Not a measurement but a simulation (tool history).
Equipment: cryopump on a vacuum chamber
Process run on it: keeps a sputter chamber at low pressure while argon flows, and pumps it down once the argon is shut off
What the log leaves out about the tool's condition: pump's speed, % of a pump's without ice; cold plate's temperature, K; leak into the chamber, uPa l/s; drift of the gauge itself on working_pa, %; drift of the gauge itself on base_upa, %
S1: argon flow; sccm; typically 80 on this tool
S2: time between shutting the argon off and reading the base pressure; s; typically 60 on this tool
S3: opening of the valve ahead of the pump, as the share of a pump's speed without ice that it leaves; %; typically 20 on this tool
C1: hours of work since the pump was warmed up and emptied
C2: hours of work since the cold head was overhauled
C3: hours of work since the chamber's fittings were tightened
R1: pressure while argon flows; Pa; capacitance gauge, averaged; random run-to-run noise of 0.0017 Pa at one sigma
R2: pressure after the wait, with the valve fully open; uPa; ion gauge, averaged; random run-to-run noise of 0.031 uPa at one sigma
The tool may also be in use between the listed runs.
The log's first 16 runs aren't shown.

| run | day | S1 | S2 | S3 | C1 | C2 | C3 | R1 | R2 |
|---|---|---|---|---|---|---|---|---|---|
| 17 | 16.704 | 80 | 60 | 22 | 497 | 497 | 1283 | 0.3968 | 3.06 |
|  | 17.121 | pump warmed up, emptied and cooled again |
| 18 | 17.992 | 38 | 61 | 22 | 13 | 513 | 1299 | 0.1757 | 2.72 |
| 19 | 18.679 | 80 | 171 | 60 | 23 | 523 | 1310 | 0.1393 | 1.83 |
| 20 | 19.933 | 80 | 224 | 19 | 42 | 542 | 1328 | 0.431 | 1.79 |
| 21 | 20.967 | 51 | 248 | 20 | 57 | 557 | 1344 | 0.2626 | 1.74 |
| 22 | 22.475 | 134 | 248 | 20 | 80 | 580 | 1366 | 0.6894 | 1.73 |
| 23 | 23.183 | 58 | 203 | 20 | 90 | 590 | 1377 | 0.297 | 1.84 |
| 24 | 24.125 | 80 | 277 | 25 | 104 | 604 | 1391 | 0.3287 | 1.74 |
| 25 | 24.958 | 157 | 32 | 33 | 117 | 617 | 1403 | 0.4957 | 4.15 |
| 26 | 25.883 | 57 | 293 | 42 | 130 | 630 | 1417 | 0.1436 | 1.78 |
| 27 | 27.308 | 60 | 147 | 52 | 152 | 652 | 1438 | 0.1246 | 2.1 |
| 28 | 28.542 | 54 | 60 | 38 | 170 | 670 | 1457 | 0.1501 | 3 |
| 29 | 29.675 | 64 | 294 | 50 | 187 | 687 | 1473 | 0.1376 | 1.97 |
| 30 | 31.1 | 64 | 294 | 50 | 208 | 708 | 1495 | 0.1383 | 1.91 |

Consider 4 possible next runs. They are alternatives, not a sequence: every one starts from the tool as it was left by run 30. What does each give?
| A | 32.321 | 84 | 24 | 21 | 226 | 726 | 1513 | ? | ? |
| B | 32.321 | 38 | 60 | 25 | 226 | 726 | 1513 | ? | ? |
| C | 32.321 | 149 | 121 | 37 | 226 | 726 | 1513 | ? | ? |
| D | 32.321 | 80 | 293 | 20 | 226 | 726 | 1513 | ? | ? |

| run | R1 | R2 |
|---|---|---|
| A | 0.4197 | 5.18 |
| B | 0.1611 | 3.13 |
| C | 0.4274 | 2.3 |
| D | 0.4172 | 1.91 |
Without the tool's hidden state the same runs would have given:
| run | R1 | R2 |
|---|---|---|
| A | 0.4084 | 3.71 |
| B | 0.1559 | 1.65 |
| C | 0.4075 | 0.84 |
| D | 0.4065 | 0.44 |
